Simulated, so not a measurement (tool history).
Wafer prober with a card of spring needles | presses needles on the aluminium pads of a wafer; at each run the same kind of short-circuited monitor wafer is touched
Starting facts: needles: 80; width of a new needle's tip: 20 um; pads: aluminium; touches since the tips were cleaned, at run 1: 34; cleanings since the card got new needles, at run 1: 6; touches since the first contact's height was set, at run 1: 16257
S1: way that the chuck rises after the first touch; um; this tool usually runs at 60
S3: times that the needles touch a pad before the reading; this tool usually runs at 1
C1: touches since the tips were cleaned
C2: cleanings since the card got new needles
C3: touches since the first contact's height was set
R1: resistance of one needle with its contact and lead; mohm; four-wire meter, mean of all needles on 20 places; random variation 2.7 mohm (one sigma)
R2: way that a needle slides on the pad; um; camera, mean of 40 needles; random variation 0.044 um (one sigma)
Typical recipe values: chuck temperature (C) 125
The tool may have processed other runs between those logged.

{"run": 1, "hour": 0.0, "S1": 60, "chuck temperature (C)": 125, "S3": 1, "C1": 34, "C2": 6, "C3": 16257, "R1": 322, "R2": 16.46}
{"run": 2, "hour": 8.4, "S1": 60, "chuck temperature (C)": 125, "S3": 1, "C1": 2048, "C2": 6, "C3": 18271, "R1": 355, "R2": 16.49}
{"hour": 9.6, "done": "tips cleaned on abrasive film"}
{"run": 3, "hour": 17.2, "S1": 60, "chuck temperature (C)": 125, "S3": 1, "C1": 1826, "C2": 7, "C3": 20374, "R1": 347, "R2": 16.49}
{"hour": 19.5, "done": "tips cleaned on abrasive film"}
{"hour": 28.9, "done": "tips cleaned on abrasive film"}
{"run": 4, "hour": 30.8, "S1": 60, "chuck temperature (C)": 125, "S3": 1, "C1": 471, "C2": 9, "C3": 23617, "R1": 328, "R2": 16.37}
{"hour": 38.9, "done": "tips cleaned on abrasive film"}
{"run": 5, "hour": 40.9, "S1": 60, "chuck temperature (C)": 125, "S3": 1, "C1": 479, "C2": 10, "C3": 26025, "R1": 332, "R2": 16.37}
{"hour": 48.2, "done": "tips cleaned on abrasive film"}
{"run": 6, "hour": 54.8, "S1": 60, "chuck temperature (C)": 125, "S3": 1, "C1": 1584, "C2": 11, "C3": 29344, "R1": 345, "R2": 16.25}
{"hour": 57.6, "done": "tips cleaned on abrasive film"}
{"run": 7, "hour": 65.0, "S1": 60, "chuck temperature (C)": 125, "S3": 1, "C1": 1802, "C2": 12, "C3": 31797, "R1": 349, "R2": 16.25}
{"hour": 67.4, "done": "tips cleaned on abrasive film"}
{"run": 8, "hour": 73.2, "S1": 60, "chuck temperature (C)": 109, "S3": 1, "C1": 1391, "C2": 13, "C3": 33734, "R1": 338, "R2": 16.17}
{"hour": 77.1, "done": "tips cleaned on abrasive film"}
{"run": 9, "hour": 83.7, "S1": 60, "chuck temperature (C)": 125, "S3": 1, "C1": 1579, "C2": 14, "C3": 36241, "R1": 344, "R2": 16.24}
{"hour": 86.7, "done": "tips cleaned on abrasive film"}
{"run": 10, "hour": 93.5, "S1": 60, "chuck temperature (C)": 125, "S3": 1, "C1": 1644, "C2": 15, "C3": 38588, "R1": 355, "R2": 16.18}
{"hour": 96.2, "done": "tips cleaned on abrasive film"}
{"run": 11, "hour": 100.5, "S1": 60, "chuck temperature (C)": 125, "S3": 1, "C1": 1043, "C2": 16, "C3": 40247, "R1": 337, "R2": 16.27}
{"hour": 105.9, "done": "tips cleaned on abrasive film"}
{"run": 12, "hour": 106.8, "S1": 60, "chuck temperature (C)": 125, "S3": 1, "C1": 201, "C2": 17, "C3": 41740, "R1": 321, "R2": 16.24}
{"hour": 116.0, "done": "tips cleaned on abrasive film"}
{"run": 13, "hour": 119.6, "S1": 60, "chuck temperature (C)": 125, "S3": 2, "C1": 856, "C2": 18, "C3": 44804, "R1": 326, "R2": 16.11}
{"hour": 125.5, "done": "tips cleaned on abrasive film"}
{"run": 14, "hour": 131.9, "S1": 60, "chuck temperature (C)": 125, "S3": 2, "C1": 1540, "C2": 19, "C3": 47759, "R1": 339, "R2": 16.06}
{"hour": 135.1, "done": "tips cleaned on abrasive film"}
{"run": 15, "hour": 139.3, "S1": 60, "chuck temperature (C)": 125, "S3": 2, "C1": 1023, "C2": 20, "C3": 49521, "R1": 330, "R2": 16.12}
{"hour": 145.5, "done": "tips cleaned on abrasive film"}
{"run": 16, "hour": 151.1, "S1": 58, "chuck temperature (C)": 125, "S3": 3, "C1": 1360, "C2": 21, "C3": 52342, "R1": 324, "R2": 15.47}
{"hour": 155.1, "done": "tips cleaned on abrasive film"}
{"hour": 164.4, "done": "tips cleaned on abrasive film"}
{"run": 17, "hour": 164.4, "S1": 56, "chuck temperature (C)": 27, "S3": 3, "C1": 0, "C2": 23, "C3": 55492, "R1": 282, "R2": 14.92}
{"run": 18, "hour": 170.6, "S1": 56, "chuck temperature (C)": 118, "S3": 3, "C1": 1505, "C2": 23, "C3": 56997, "R1": 327, "R2": 14.92}
{"hour": 174.7, "done": "tips cleaned on abrasive film"}
{"run": 19, "hour": 178.1, "S1": 56, "chuck temperature (C)": 118, "S3": 3, "C1": 813, "C2": 24, "C3": 58763, "R1": 320, "R2": 14.9}
{"hour": 184.3, "done": "tips cleaned on abrasive film"}
{"run": 20, "hour": 189.7, "S1": 47, "chuck temperature (C)": 39, "S3": 1, "C1": 1291, "C2": 25, "C3": 61540, "R1": 346, "R2": 12.32}
{"hour": 194.1, "done": "tips cleaned on abrasive film"}
{"run": 21, "hour": 196.5, "S1": 43, "chuck temperature (C)": 83, "S3": 2, "C1": 587, "C2": 26, "C3": 63159, "R1": 326, "R2": 11.24}
{"hour": 204.0, "done": "tips cleaned on abrasive film"}
{"hour": 204.3, "done": "height of the first contact set anew"}
{"run": 22, "hour": 210.2, "S1": 43, "chuck temperature (C)": 83, "S3": 2, "C1": 1421, "C2": 27, "C3": 1421, "R1": 351, "R2": 11.96}
{"hour": 214.1, "done": "tips cleaned on abrasive film"}
{"run": 23, "hour": 221.2, "S1": 60, "chuck temperature (C)": 47, "S3": 1, "C1": 1723, "C2": 28, "C3": 4053, "R1": 330, "R2": 16.55}
{"hour": 223.8, "done": "tips cleaned on abrasive film"}
{"hour": 233.2, "done": "tips cleaned on abrasive film"}
{"run": 24, "hour": 233.2, "S1": 67, "chuck temperature (C)": 67, "S3": 1, "C1": 0, "C2": 30, "C3": 6893, "R1": 295, "R2": 18.52}
{"hour": 243.1, "done": "tips cleaned on abrasive film"}
{"run": 25, "hour": 246.0, "S1": 52, "chuck temperature (C)": 27, "S3": 2, "C1": 703, "C2": 31, "C3": 9960, "R1": 301, "R2": 14.26}

Below are 5 alternative next runs, each starting from the tool's condition after run 25. Predict each:
{"hour": 252.6, "done": "tips cleaned on abrasive film"}
{"run": "A", "hour": 259.2, "S1": 60, "chuck temperature (C)": 32, "S3": 1, "C1": 1581, "C2": 32, "C3": 13113, "R1": "?", "R2": "?"}
{"hour": 252.6, "done": "tips cleaned on abrasive film"}
{"run": "B", "hour": 259.2, "S1": 72, "chuck temperature (C)": 101, "S3": 1, "C1": 1581, "C2": 32, "C3": 13113, "R1": "?", "R2": "?"}
{"hour": 252.6, "done": "tips cleaned on abrasive film"}
{"run": "C", "hour": 259.2, "S1": 58, "chuck temperature (C)": 80, "S3": 2, "C1": 1581, "C2": 32, "C3": 13113, "R1": "?", "R2": "?"}
{"hour": 252.6, "done": "tips cleaned on abrasive film"}
{"run": "D", "hour": 259.2, "S1": 60, "chuck temperature (C)": 62, "S3": 1, "C1": 1581, "C2": 32, "C3": 13113, "R1": "?", "R2": "?"}
{"hour": 252.6, "done": "tips cleaned on abrasive film"}
{"run": "E", "hour": 259.2, "S1": 60, "chuck temperature (C)": 124, "S3": 1, "C1": 1581, "C2": 32, "C3": 13113, "R1": "?", "R2": "?"}

run=A R1=320 R2=16.5
run=B R1=334 R2=19.76
run=C R1=321 R2=15.94
run=D R1=333 R2=16.48
run=E R1=348 R2=16.55
With no hidden state in the tool, these same runs would have given:
run=A R1=280 R2=16.63
run=B R1=308 R2=19.89
run=C R1=297 R2=16.07
run=D R1=295 R2=16.61
run=E R1=313 R2=16.68
